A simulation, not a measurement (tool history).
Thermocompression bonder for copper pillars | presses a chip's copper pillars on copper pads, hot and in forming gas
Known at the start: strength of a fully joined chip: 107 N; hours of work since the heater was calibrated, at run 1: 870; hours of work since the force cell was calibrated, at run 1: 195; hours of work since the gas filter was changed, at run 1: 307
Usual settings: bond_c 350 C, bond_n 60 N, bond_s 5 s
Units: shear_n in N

| run | hour | bond_c | bond_n | bond_s | hours of work since the heater was calibrated | hours of work since the force cell was calibrated | hours of work since the gas filter was changed | shear_n |
|---|---|---|---|---|---|---|---|---|
| 1 | 0 | 350 | 60 | 5 | 870 | 195 | 307 | 74 |
| 2 | 15.3 | 350 | 60 | 5 | 877 | 201 | 314 | 74 |
| 3 | 25 | 350 | 60 | 5 | 881 | 206 | 318 | 73 |
| 4 | 40.7 | 350 | 60 | 5 | 888 | 213 | 325 | 74.5 |
| 5 | 54.5 | 350 | 60 | 5 | 895 | 219 | 332 | 72.7 |
| 6 | 66.7 | 350 | 60 | 5 | 900 | 224 | 337 | 73.5 |
| 7 | 74.4 | 350 | 60 | 5 | 904 | 228 | 340 | 73.1 |
|  | 81.9 | heater calibrated with a thermocouple chip |
| 8 | 91.7 | 350 | 60 | 5 | 4 | 235 | 347 | 70.1 |
| 9 | 106.9 | 330 | 60 | 5 | 11 | 241 | 354 | 60.5 |
| 10 | 114.1 | 330 | 60 | 5 | 14 | 245 | 357 | 61.2 |
| 11 | 128.5 | 330 | 60 | 5 | 21 | 251 | 364 | 59.9 |
| 12 | 143.3 | 330 | 60 | 4 | 27 | 258 | 370 | 56.6 |
| 13 | 160.1 | 322 | 88 | 4 | 35 | 265 | 378 | 69 |
| 14 | 171.5 | 339 | 42 | 9 | 40 | 270 | 383 | 60.3 |
| 15 | 187.8 | 339 | 42 | 9 | 47 | 278 | 390 | 59.9 |
| 16 | 204.8 | 365 | 63 | 9 | 55 | 285 | 398 | 86.3 |
| 17 | 212.5 | 345 | 80 | 13 | 58 | 289 | 401 | 89.6 |
| 18 | 221.9 | 379 | 60 | 5 | 63 | 293 | 405 | 80.3 |
| 19 | 233.3 | 367 | 61 | 5 | 68 | 298 | 411 | 75.4 |
| 20 | 242.4 | 367 | 61 | 5 | 72 | 302 | 415 | 75.6 |
| 21 | 251.6 | 376 | 85 | 5 | 76 | 306 | 419 | 89 |
| 22 | 259.2 | 374 | 85 | 5 | 79 | 310 | 422 | 89.4 |

The next listed run, before its measurement:
| 23 | 267 | 329 | 58 | 5 | 83 | 313 | 426 | ? |

Run 23 gave shear_n 57 N.
Without the tool's hidden state the same run would have given shear_n 63 N.
